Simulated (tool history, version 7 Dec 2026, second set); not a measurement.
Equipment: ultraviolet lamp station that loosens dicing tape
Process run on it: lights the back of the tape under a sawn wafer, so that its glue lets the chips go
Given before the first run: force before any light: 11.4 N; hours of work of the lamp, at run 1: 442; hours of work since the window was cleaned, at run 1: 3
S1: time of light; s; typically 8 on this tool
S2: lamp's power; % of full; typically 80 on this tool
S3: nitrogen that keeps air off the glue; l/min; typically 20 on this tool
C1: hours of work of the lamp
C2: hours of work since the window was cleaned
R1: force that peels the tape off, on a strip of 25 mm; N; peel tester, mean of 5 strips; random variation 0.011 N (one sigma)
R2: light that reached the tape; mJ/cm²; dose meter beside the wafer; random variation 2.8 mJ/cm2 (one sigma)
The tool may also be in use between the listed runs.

run 1 day=0 | S1=8 S2=80 S3=20 | C1=442 C2=3 | R1=0.983 R2=299
run 2 day=0.846 | S1=8 S2=80 S3=20 | C1=456 C2=17 | R1=0.994 R2=298
run 3 day=1.338 | S1=8 S2=80 S3=20 | C1=465 C2=26 | R1=1.039 R2=298
run 4 day=2.083 | S1=8 S2=80 S3=20 | C1=478 C2=39 | R1=1.049 R2=291
run 5 day=3.292 | S1=11 S2=80 S3=20 | C1=499 C2=59 | R1=0.477 R2=392
run 6 day=4.233 | S1=8 S2=80 S3=27 | C1=515 C2=75 | R1=0.974 R2=287
run 7 day=4.996 | S1=8 S2=80 S3=27 | C1=528 C2=89 | R1=1.012 R2=278
run 8 day=5.725 | S1=6 S2=80 S3=27 | C1=540 C2=101 | R1=1.838 R2=205
run 9 day=6.608 | S1=8 S2=99 S3=20 | C1=556 C2=116 | R1=0.73 R2=335
run 10 day=7.3 | S1=8 S2=64 S3=20 | C1=567 C2=128 | R1=1.902 R2=212
run 11 day=8.346 | S1=8 S2=80 S3=13 | C1=585 C2=146 | R1=1.529 R2=266
run 12 day=8.838 | S1=8 S2=80 S3=13 | C1=594 C2=155 | R1=1.603 R2=258
run 13 day=9.496 | S1=8 S2=80 S3=20 | C1=605 C2=166 | R1=1.284 R2=259
run 14 day=10.292 | S1=8 S2=80 S3=20 | C1=619 C2=180 | R1=1.296 R2=260
run 15 day=11.333 | S1=8 S2=80 S3=20 | C1=637 C2=198 | R1=1.412 R2=255
run 16 day=12.246 | S1=8 S2=68 S3=20 | C1=653 C2=213 | R1=1.864 R2=212
run 17 day=12.9 | S1=8 S2=80 S3=30 | C1=664 C2=224 | R1=1.269 R2=247
run 18 day=13.921 | S1=8 S2=80 S3=30 | C1=681 C2=242 | R1=1.279 R2=243
run 19 day=14.408 | S1=8 S2=80 S3=30 | C1=690 C2=250 | R1=1.287 R2=240
run 20 day=15.504 | S1=8 S2=80 S3=8 | C1=709 C2=269 | R1=2.42 R2=238
run 21 day=16.142 | S1=8 S2=80 S3=8 | C1=720 C2=280 | R1=2.384 R2=233
run 22 day=16.762 | S1=8 S2=80 S3=20 | C1=730 C2=291 | R1=1.706 R2=233
run 23 day=17.912 | S1=8 S2=80 S3=20 | C1=750 C2=311 | R1=1.741 R2=223
run 24 day=19.071 | S1=8 S2=80 S3=20 | C1=770 C2=331 | R1=1.84 R2=225
run 25 day=19.904 | S1=8 S2=73 S3=22 | C1=784 C2=345 | R1=2.041 R2=202
run 26 day=20.783 | S1=8 S2=73 S3=22 | C1=799 C2=360 | R1=2.06 R2=200
run 27 day=21.342 | S1=12 S2=85 S3=7 | C1=809 C2=370 | R1=1.258 R2=348
run 28 day=21.992 | S1=6 S2=93 S3=7 | C1=820 C2=381 | R1=3.524 R2=182
run 29 day=22.892 | S1=15 S2=65 S3=13 | C1=836 C2=396 | R1=1.036 R2=317
run 30 day=23.796 | S1=8 S2=80 S3=19 | C1=851 C2=412 | R1=2.126 R2=203
run 31 day=24.783 | S1=8 S2=80 S3=19 | C1=868 C2=429 | R1=2.125 R2=197
run 32 day=25.467 | S1=7 S2=80 S3=7 | C1=880 C2=441 | R1=3.684 R2=178
run 33 day=26.579 | S1=7 S2=80 S3=7 | C1=899 C2=460 | R1=3.861 R2=170
run 34 day=27.442 | S1=6 S2=80 S3=9 | C1=914 C2=475 | R1=4.236 R2=146
run 35 day=28.067 | S1=8 S2=96 S3=20 | C1=925 C2=485 | R1=1.699 R2=228
run 36 day=29.079 | S1=8 S2=96 S3=20 | C1=942 C2=503 | R1=1.736 R2=226
-- day=29.908 lamp changed
run 37 day=30.321 | S1=4 S2=80 S3=11 | C1=7 C2=523 | R1=3.498 R2=166
run 38 day=31.2 | S1=5 S2=71 S3=7 | C1=22 C2=538 | R1=3.575 R2=178
run 39 day=32.025 | S1=13 S2=92 S3=22 | C1=36 C2=553 | R1=0.132 R2=602
run 40 day=32.946 | S1=13 S2=92 S3=22 | C1=52 C2=568 | R1=0.136 R2=591
run 41 day=33.575 | S1=8 S2=77 S3=31 | C1=63 C2=579 | R1=0.737 R2=303
run 42 day=34.462 | S1=5 S2=74 S3=20 | C1=78 C2=595 | R1=2.515 R2=181
run 43 day=35.433 | S1=6 S2=70 S3=20 | C1=95 C2=611 | R1=2.122 R2=203

Each row is a separate what-if for the run after 43, all from the same tool condition, not one after another. Results?
run A day=36.608 | S1=6 S2=80 S3=20 | C1=115 C2=631 | R1=? R2=?
run B day=36.608 | S1=4 S2=90 S3=25 | C1=115 C2=631 | R1=? R2=?
run C day=36.608 | S1=15 S2=64 S3=23 | C1=115 C2=631 | R1=? R2=?
run D day=36.608 | S1=6 S2=75 S3=20 | C1=115 C2=631 | R1=? R2=?
run E day=36.608 | S1=12 S2=65 S3=26 | C1=115 C2=631 | R1=? R2=?

run=A R1=1.748 R2=229
run=B R1=2.607 R2=170
run=C R1=0.27 R2=450
run=D R1=1.919 R2=211
run=E R1=0.473 R2=368
What these runs would have given with no unlogged condition in the tool:
run=A R1=1.076 R2=289
run=B R1=1.766 R2=216
run=C R1=0.132 R2=571
run=D R1=1.21 R2=268
run=E R1=0.23 R2=467
